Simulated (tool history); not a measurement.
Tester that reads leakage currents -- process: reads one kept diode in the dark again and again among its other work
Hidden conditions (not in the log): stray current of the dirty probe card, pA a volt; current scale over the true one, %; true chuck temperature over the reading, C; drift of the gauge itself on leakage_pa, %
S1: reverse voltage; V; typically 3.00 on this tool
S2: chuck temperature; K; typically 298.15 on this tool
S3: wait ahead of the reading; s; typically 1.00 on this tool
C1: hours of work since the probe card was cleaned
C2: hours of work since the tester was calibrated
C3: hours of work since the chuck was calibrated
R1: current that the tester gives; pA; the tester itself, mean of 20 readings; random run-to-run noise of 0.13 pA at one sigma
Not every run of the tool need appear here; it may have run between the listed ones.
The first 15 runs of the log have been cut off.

{"run": 16, "hour": 748.9, "S1": 1.17, "S2": 298.15, "S3": 0.88, "C1": 937, "C2": 2075, "C3": 641, "R1": 22.98}
{"run": 17, "hour": 792.2, "S1": 3.0, "S2": 329.15, "S3": 1.0, "C1": 969, "C2": 2107, "C3": 673, "R1": 476.81}
{"run": 18, "hour": 852.0, "S1": 3.0, "S2": 298.15, "S3": 1.0, "C1": 1013, "C2": 2151, "C3": 717, "R1": 37.56}
{"run": 19, "hour": 882.2, "S1": 3.0, "S2": 298.15, "S3": 1.0, "C1": 1035, "C2": 2174, "C3": 739, "R1": 37.27}
{"run": 20, "hour": 950.5, "S1": 4.82, "S2": 298.15, "S3": 1.0, "C1": 1086, "C2": 2224, "C3": 790, "R1": 48.34}
{"run": 21, "hour": 1008.1, "S1": 6.47, "S2": 320.15, "S3": 1.37, "C1": 1128, "C2": 2267, "C3": 832, "R1": 348.35}
{"run": 22, "hour": 1041.9, "S1": 6.47, "S2": 320.15, "S3": 1.37, "C1": 1153, "C2": 2292, "C3": 857, "R1": 351.06}
{"run": 23, "hour": 1111.3, "S1": 6.47, "S2": 314.15, "S3": 0.83, "C1": 1204, "C2": 2343, "C3": 909, "R1": 213.72}
{"run": 24, "hour": 1151.8, "S1": 14.62, "S2": 298.15, "S3": 2.24, "C1": 1234, "C2": 2373, "C3": 939, "R1": 88.35}
{"run": 25, "hour": 1207.0, "S1": 14.62, "S2": 298.15, "S3": 2.24, "C1": 1275, "C2": 2414, "C3": 979, "R1": 87.57}
{"run": 26, "hour": 1254.8, "S1": 14.62, "S2": 298.15, "S3": 2.24, "C1": 1310, "C2": 2449, "C3": 1015, "R1": 87.62}
{"run": 27, "hour": 1311.1, "S1": 1.17, "S2": 318.15, "S3": 3.68, "C1": 1352, "C2": 2491, "C3": 1056, "R1": 121.82}
{"run": 28, "hour": 1354.9, "S1": 1.77, "S2": 318.15, "S3": 4.78, "C1": 1384, "C2": 2523, "C3": 1089, "R1": 150.6}

Run 29 comes next. What will it give?
{"run": 29, "hour": 1411.5, "S1": 1.77, "S2": 318.15, "S3": 4.78, "C1": 1426, "C2": 2565, "C3": 1131, "R1": "?"}

Logged for run 29: R1 149.43 pA.
With the hidden condition absent and the run-to-run variation left alone, this run would have shown R1 161.57 pA.
